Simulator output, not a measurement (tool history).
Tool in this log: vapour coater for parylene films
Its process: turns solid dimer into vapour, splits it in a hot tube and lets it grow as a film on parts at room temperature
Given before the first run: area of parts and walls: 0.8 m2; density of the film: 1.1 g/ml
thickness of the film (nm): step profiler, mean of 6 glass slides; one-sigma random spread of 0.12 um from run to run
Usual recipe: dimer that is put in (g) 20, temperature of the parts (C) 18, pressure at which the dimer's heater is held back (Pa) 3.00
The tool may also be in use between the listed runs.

run	hour	dimer that is put in (g)	temperature of the parts (C)	pressure at which the dimer's heater is held back (Pa)	thickness of the film (nm)
1	0.0	20	18	3.00	14350
2	16.0	20	19	3.00	13880
3	42.2	20	19	3.50	13330
4	62.4	27	18	3.00	19330
5	75.9	27	18	3.00	18960
6	100.2	27	18	3.00	19410
7	120.3	27	18	6.58	16020
8	143.2	27	18	6.58	15870
9	163.3	27	18	6.58	15890
10	185.2	27	18	6.58	15970
11	207.1	27	18	6.58	15960
12	226.1	27	18	6.58	15780
13	242.9	27	18	6.58	16090
14	265.8	20	18	3.00	13980
15	290.3	20	21	3.00	13140
16	303.4	20	21	3.00	13220
17	320.7	20	18	6.00	12100
18	344.1	20	18	3.00	14130
19	363.2	20	18	3.00	14450
20	388.4	20	18	3.00	14130
21	404.1	20	18	7.92	11300
22	423.5	20	18	7.92	11330
23	443.6	20	18	7.92	11330
24	462.8	20	18	7.92	11280
25	488.2	10	29	2.94	5380
26	511.1	10	29	2.94	5470
27	532.3	20	16	7.90	11870
28	550.8	20	16	7.90	12110
29	565.1	33	30	4.25	16100
30	588.3	33	30	4.25	16060
31	610.2	23	20	3.00	15660
32	633.7	23	20	6.29	13140
33	652.1	23	20	6.29	13240
34	680.3	23	20	6.29	13090
35	705.1	32	16	3.00	23800
36	733.3	15	17	8.41	8570
37	757.4	8	17	8.41	4560
38	778.3	8	22	2.90	5280
39	802.1	27	20	11.35	13420
40	829.9	27	13	11.35	15780
41	845.3	27	13	11.35	16110
42	861.4	20	11	11.55	12330
43	879.8	20	11	11.55	12450
44	907.7	20	10	9.26	13460
45	921.9	20	10	9.26	13040
46	938.2	20	15	4.05	14130
47	961.2	20	15	4.05	14160

Not shown here: 1 entry made in the log between runs. Locate each between two listed runs and compare the hidden state at the listed run before it with the hidden state at the listed run after it:
Run 17 -> run 18: trap's valve overhauled (hour 341.7)
  vapour lost through the trap's worn valve, %: 0.3 -> 0
